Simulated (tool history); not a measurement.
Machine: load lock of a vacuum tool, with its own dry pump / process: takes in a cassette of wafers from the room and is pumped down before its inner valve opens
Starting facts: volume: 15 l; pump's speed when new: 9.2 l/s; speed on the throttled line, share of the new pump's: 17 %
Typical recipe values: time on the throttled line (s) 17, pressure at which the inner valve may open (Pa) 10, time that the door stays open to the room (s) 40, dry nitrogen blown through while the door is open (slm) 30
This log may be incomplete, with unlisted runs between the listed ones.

| run | day | time on the throttled line (s) | pressure at which the inner valve may open (Pa) | time that the door stays open to the room (s) | dry nitrogen blown through while the door is open (slm) | incoming humidity of the room's air, % | time from the closed door until the inner valve may open (s) | rise of the pressure with all valves shut (Pa/min) |
|---|---|---|---|---|---|---|---|---|
| 1 | 0.000 | 17 | 10 | 40 | 30 | 42.0 | 30.3 | 0.199 |
| 2 | 10.996 | 17 | 10 | 40 | 30 | 44.4 | 30.5 | 0.206 |
| 3 | 25.104 | 17 | 10 | 40 | 30 | 46.5 | 29.6 | 0.216 |
| 4 | 37.208 | 17 | 10 | 40 | 30 | 45.2 | 30.1 | 0.229 |
| 5 | 44.617 | 17 | 10 | 40 | 30 | 45.6 | 30.2 | 0.229 |
| 6 | 51.242 | 17 | 10 | 40 | 30 | 42.7 | 30.2 | 0.230 |
| 7 | 65.862 | 17 | 10 | 40 | 30 | 45.9 | 30.2 | 0.238 |
| 8 | 75.729 | 17 | 10 | 40 | 30 | 42.2 | 30.1 | 0.241 |
| 9 | 83.592 | 17 | 10 | 40 | 30 | 43.2 | 30.5 | 0.244 |
| 10 | 97.562 | 9 | 10 | 40 | 30 | 44.8 | 24.2 | 0.255 |
| 11 | 111.192 | 17 | 10 | 39 | 30 | 45.8 | 30.6 | 0.260 |
| 12 | 125.071 | 17 | 10 | 39 | 30 | 47.7 | 30.8 | 0.272 |
| 13 | 135.054 | 17 | 10 | 155 | 30 | 42.6 | 30.8 | 0.289 |
| 14 | 150.225 | 17 | 10 | 155 | 30 | 45.1 | 31.1 | 0.297 |
| 15 | 157.283 | 17 | 10 | 155 | 30 | 43.4 | 31.1 | 0.304 |
| 16 | 171.996 | 17 | 10 | 155 | 30 | 43.0 | 31.4 | 0.317 |
| 17 | 187.246 | 17 | 10 | 155 | 30 | 48.8 | 31.5 | 0.340 |
| 18 | 201.612 | 17 | 10 | 155 | 30 | 41.7 | 31.1 | 0.334 |
| 19 | 211.988 | 17 | 10 | 40 | 30 | 42.0 | 31.3 | 0.318 |
| 20 | 223.133 | 17 | 10 | 40 | 30 | 45.3 | 31.1 | 0.343 |
| 21 | 235.438 | 17 | 10 | 40 | 30 | 44.9 | 29.6 | 0.350 |
| 22 | 242.162 | 14 | 9 | 126 | 11 | 41.1 | 27.0 | 0.381 |
| 23 | 249.129 | 14 | 17 | 146 | 11 | 40.9 | 25.7 | 0.382 |
| 24 | 257.633 | 8 | 10 | 40 | 30 | 43.6 | 22.1 | 0.370 |
| 25 | 271.042 | 8 | 12 | 40 | 5 | 45.2 | 21.7 | 0.392 |
| 26 | 283.862 | 11 | 10 | 183 | 30 | 45.0 | 24.8 | 0.396 |
| 27 | 294.358 | 27 | 15 | 149 | 7 | 49.3 | 37.1 | 0.434 |
| 28 | 309.796 | 27 | 15 | 149 | 7 | 48.6 | 37.1 | 0.434 |
| 29 | 316.396 | 27 | 15 | 149 | 7 | 46.1 | 37.1 | 0.447 |
| 30 | 325.796 | 17 | 19 | 62 | 30 | 48.2 | 28.8 | 0.418 |
| 31 | 336.504 | 17 | 17 | 62 | 20 | 45.5 | 28.5 | 0.426 |
| 32 | 350.358 | 14 | 17 | 27 | 7 | 42.2 | 26.7 | 0.431 |
| 33 | 358.829 | 14 | 17 | 27 | 7 | 47.2 | 26.3 | 0.456 |
| 34 | 369.496 | 17 | 10 | 40 | 21 | 44.2 | 29.8 | 0.451 |
| 35 | 378.571 | 17 | 10 | 40 | 21 | 44.7 | 30.1 | 0.450 |
| 36 | 392.108 | 17 | 10 | 40 | 21 | 48.0 | 29.9 | 0.475 |
| 37 | 406.562 | 17 | 10 | 40 | 21 | 43.5 | 30.3 | 0.470 |
| 38 | 419.788 | 17 | 7 | 48 | 30 | 44.1 | 31.0 | 0.485 |

Not shown: 1 entry that the log had between the listed runs. Between which runs, and how does the tool's hidden state differ before and after?
In the gap between runs 20 and 21: dry pump taken out, an overhauled one fitted (day 234.429)
  pump's speed, % of a new pump's: 84.2 -> 99.6; leak at the door's seal, Pa l/s: 0.0781 -> 0.0804
  measured minus no-state result, time from the closed door until the inner valve may open (s): +2.2 -> +0.1; rise of the pressure with all valves shut (Pa/min): +0.305 -> +0.315

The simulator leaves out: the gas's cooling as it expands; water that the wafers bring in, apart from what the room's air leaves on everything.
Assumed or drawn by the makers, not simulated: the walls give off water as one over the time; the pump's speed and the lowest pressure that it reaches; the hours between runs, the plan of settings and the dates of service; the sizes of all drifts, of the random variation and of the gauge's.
